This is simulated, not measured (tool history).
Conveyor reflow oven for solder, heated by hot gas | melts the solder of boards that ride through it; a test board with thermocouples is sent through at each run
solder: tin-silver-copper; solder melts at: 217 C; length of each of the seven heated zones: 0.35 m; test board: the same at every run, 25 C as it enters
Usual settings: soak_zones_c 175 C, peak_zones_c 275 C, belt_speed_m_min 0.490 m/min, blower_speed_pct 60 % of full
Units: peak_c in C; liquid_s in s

| run | hour | soak_zones_c | peak_zones_c | belt_speed_m_min | blower_speed_pct | peak_c | liquid_s |
|---|---|---|---|---|---|---|---|
| 1 | 0.0 | 175 | 275 | 0.490 | 60 | 254.5 | 67.0 |
| 2 | 60.6 | 175 | 275 | 0.490 | 60 | 255.2 | 66.2 |
| 3 | 138.4 | 175 | 275 | 0.490 | 60 | 254.9 | 66.3 |
| 4 | 220.7 | 175 | 275 | 0.490 | 60 | 253.8 | 65.6 |
| 5 | 316.4 | 175 | 275 | 0.490 | 60 | 253.8 | 65.1 |
| 6 | 387.7 | 181 | 275 | 0.490 | 60 | 254.3 | 67.4 |
| 7 | 467.0 | 181 | 275 | 0.490 | 60 | 256.2 | 69.2 |
| 8 | 537.3 | 175 | 275 | 0.571 | 60 | 248.8 | 51.1 |
| 9 | 596.7 | 175 | 275 | 0.571 | 60 | 247.0 | 49.5 |
| 10 | 694.3 | 175 | 275 | 0.571 | 60 | 247.9 | 49.5 |
| 11 | 737.1 | 175 | 275 | 0.571 | 60 | 247.8 | 49.5 |
| 12 | 794.0 | 175 | 275 | 0.571 | 60 | 246.9 | 48.7 |
| 13 | 836.7 | 175 | 275 | 0.571 | 60 | 247.1 | 48.8 |
| 14 | 881.4 | 175 | 275 | 0.452 | 60 | 255.6 | 72.2 |
| 15 | 953.2 | 175 | 275 | 0.490 | 60 | 254.2 | 65.5 |
| 16 | 1036.9 | 179 | 277 | 0.451 | 64 | 260.3 | 78.5 |
| 17 | 1109.0 | 179 | 279 | 0.493 | 64 | 258.4 | 69.1 |
| 18 | 1167.9 | 175 | 275 | 0.490 | 58 | 255.3 | 67.0 |
| 19 | 1216.4 | 175 | 275 | 0.490 | 58 | 254.9 | 66.2 |
| 20 | 1275.9 | 175 | 275 | 0.490 | 58 | 255.1 | 65.7 |
| 21 | 1355.7 | 173 | 275 | 0.490 | 51 | 252.8 | 62.5 |
| 22 | 1437.2 | 187 | 278 | 0.516 | 60 | 258.9 | 70.7 |
| 23 | 1479.8 | 187 | 278 | 0.516 | 60 | 258.6 | 70.3 |
| 24 | 1557.6 | 160 | 273 | 0.490 | 60 | 251.6 | 57.1 |
| 25 | 1650.3 | 160 | 273 | 0.490 | 60 | 250.7 | 56.2 |
| 26 | 1724.5 | 178 | 285 | 0.433 | 50 | 266.3 | 86.3 |
| 27 | 1803.8 | 178 | 285 | 0.433 | 50 | 266.2 | 85.3 |
| 28 | 1847.7 | 160 | 275 | 0.490 | 77 | 253.8 | 60.1 |
| 29 | 1915.5 | 160 | 275 | 0.490 | 77 | 257.3 | 63.1 |
| 30 | 2010.5 | 175 | 277 | 0.400 | 60 | 263.1 | 89.3 |

Taken out of this log: 6 entries between the listed runs. Where each belongs, and how the hidden state differs across it:
Between runs 5 and 6: belt drive overhauled, speed set with a stopwatch (hour 371.6)
  heat that the gas passes to the board, % of a clean oven's: 92.7 -> 91.7; belt's true speed, % of the reading: 98.96 -> 99.91; true gas temperature in zones 6 and 7 over the reading, C: -1.43 -> -1.52
  measured less the result without the state, peak_c: -2.7 -> -3.3 C; liquid_s: -1.7 -> -2.8 s
Between runs 6 and 7: flux residue cleaned out of gas plates and filters (hour 401.7)
  heat that the gas passes to the board, % of a clean oven's: 91.7 -> 98.4; belt's true speed, % of the reading: 99.91 -> 99.88; true gas temperature in zones 6 and 7 over the reading, C: -1.52 -> -1.62
  measured less the result without the state, peak_c: -3.3 -> -1.7 C; liquid_s: -2.8 -> -1.2 s
Between runs 14 and 15: flux residue cleaned out of gas plates and filters (hour 898.0)
  heat that the gas passes to the board, % of a clean oven's: 91.6 -> 98.6; belt's true speed, % of the reading: 99.67 -> 99.63; true gas temperature in zones 6 and 7 over the reading, C: -2.19 -> -2.28
  measured less the result without the state, peak_c: -3.8 -> -2.1 C; liquid_s: -3.0 -> -1.4 s
Between runs 17 and 18: thermocouples of zones 6 and 7 changed (hour 1164.3)
  heat that the gas passes to the board, % of a clean oven's: 96 -> 95.1; belt's true speed, % of the reading: 99.55 -> 99.52; true gas temperature in zones 6 and 7 over the reading, C: -2.49 -> 0.06
  measured less the result without the state, peak_c: -3.0 -> -0.9 C; liquid_s: -1.7 -> -0.6 s
Between runs 21 and 22: flux residue cleaned out of gas plates and filters (hour 1400.9)
  heat that the gas passes to the board, % of a clean oven's: 92.2 -> 98.9; belt's true speed, % of the reading: 99.43 -> 99.4; true gas temperature in zones 6 and 7 over the reading, C: -0.22 -> -0.33
  measured less the result without the state, peak_c: -1.9 -> -0.3 C; liquid_s: -1.6 -> +0.3 s
Between runs 28 and 29: flux residue cleaned out of gas plates and filters (hour 1900.0)
  heat that the gas passes to the board, % of a clean oven's: 92.5 -> 99.1; belt's true speed, % of the reading: 99.2 -> 99.17; true gas temperature in zones 6 and 7 over the reading, C: -0.89 -> -0.98
  measured less the result without the state, peak_c: -2.8 -> -0.8 C; liquid_s: -2.0 -> +0.0 s

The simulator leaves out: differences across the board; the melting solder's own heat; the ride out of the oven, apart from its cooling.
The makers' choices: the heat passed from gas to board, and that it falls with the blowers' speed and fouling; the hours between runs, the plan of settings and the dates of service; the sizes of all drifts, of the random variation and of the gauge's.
